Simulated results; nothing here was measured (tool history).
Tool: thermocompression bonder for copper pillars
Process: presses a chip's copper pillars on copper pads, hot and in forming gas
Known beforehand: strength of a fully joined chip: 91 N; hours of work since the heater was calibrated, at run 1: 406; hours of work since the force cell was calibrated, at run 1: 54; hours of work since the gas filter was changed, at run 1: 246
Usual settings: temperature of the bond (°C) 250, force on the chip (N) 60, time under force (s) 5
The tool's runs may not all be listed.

run,hour,temperature of the bond (°C),force on the chip (N),time under force (s),hours of work since the heater was calibrated,hours of work since the force cell was calibrated,hours of work since the gas filter was changed,force that shears a chip off (N)
1,0,250,60,5,406,54,246,38.8
2,10.5,250,60,7,411,59,251,44.2
3,21.1,250,60,4,416,64,256,36.2
4,33.4,250,60,6,421,69,261,41.1
# hour 35.8: forming gas filter changed
5,45.2,250,60,6,427,75,4,42.6
6,54.1,250,60,6,431,79,9,42.6
7,65,250,60,9,436,84,14,49.4
8,77,225,60,5,442,89,19,25.6
9,87.8,225,60,5,447,95,24,25.7
10,96.1,250,60,5,451,98,28,39.9
11,102.1,250,60,5,453,101,31,40.2
12,111.9,250,60,5,458,106,36,39.6
13,124.4,266,60,5,464,112,41,50.2
14,131.4,272,60,5,467,115,45,54.4
15,139.9,272,60,5,471,119,49,53.7
16,148.3,272,60,5,475,123,53,54
17,157.9,272,60,5,479,127,57,54.1
18,165.8,272,60,5,483,131,61,54.7
19,176.1,250,60,5,488,136,66,39.7
20,182.9,250,60,5,491,139,69,39.6
21,190.3,250,60,5,495,143,72,39.6
22,201.5,250,60,5,500,148,78,40.2
23,211.7,250,60,5,505,153,82,39.9
24,219,274,45,13,508,156,86,59.3
25,229.8,223,60,7,513,161,91,28
26,238.6,252,61,5,517,165,95,42.2
27,251.1,252,61,5,523,171,101,41.6
28,257.3,252,61,5,526,174,104,42
29,262.8,252,61,5,529,176,106,41.7
30,270.1,250,84,5,532,180,110,53.1
31,282.2,250,84,5,538,186,115,52.8
32,289.7,250,47,5,541,189,119,31.5
33,300.4,240,65,6,546,194,124,39
34,308.5,263,60,5,550,198,128,48.4
35,318.3,263,60,5,555,202,132,47.8
36,325.3,263,37,8,558,206,136,36.8
37,330.7,263,37,8,560,208,138,36.7
38,340.2,224,60,5,565,213,142,25
39,348.4,244,60,7,569,217,146,40.6
40,356.7,264,83,15,573,220,150,77.4

Pick out some run-to-run changes in force that shears a chip off (N). Of each, how much would a tool without hidden state show as well, from the settings, what came in and chance, and how much is left for the hidden state and any gauge scatter not in both results compared?
The tool's hidden condition here consists of: true temperature of the bond over the reading, C; force that reaches the chip, % of what is set; oxide that the forming gas leaves, % of the face; drift of the gauge itself on shear_n, %.
Run 4 -> 5: forming gas filter changed. force that shears a chip off (N) +1.5: hidden state +1.2, all else +0.3.
Run 7 -> 8: temperature of the bond (°C) 250 -> 225, time under force (s) 9 -> 5. force that shears a chip off (N) -23.8: hidden state -0.3, all else -23.5.
Run 24 -> 25: temperature of the bond (°C) 274 -> 223, force on the chip (N) 45 -> 60, time under force (s) 13 -> 7. force that shears a chip off (N) -31.3: hidden state +0.2, all else -31.5.
Run 39 -> 40: temperature of the bond (°C) 244 -> 264, force on the chip (N) 60 -> 83, time under force (s) 7 -> 15. force that shears a chip off (N) +36.8: hidden state -0.9, all else +37.7.
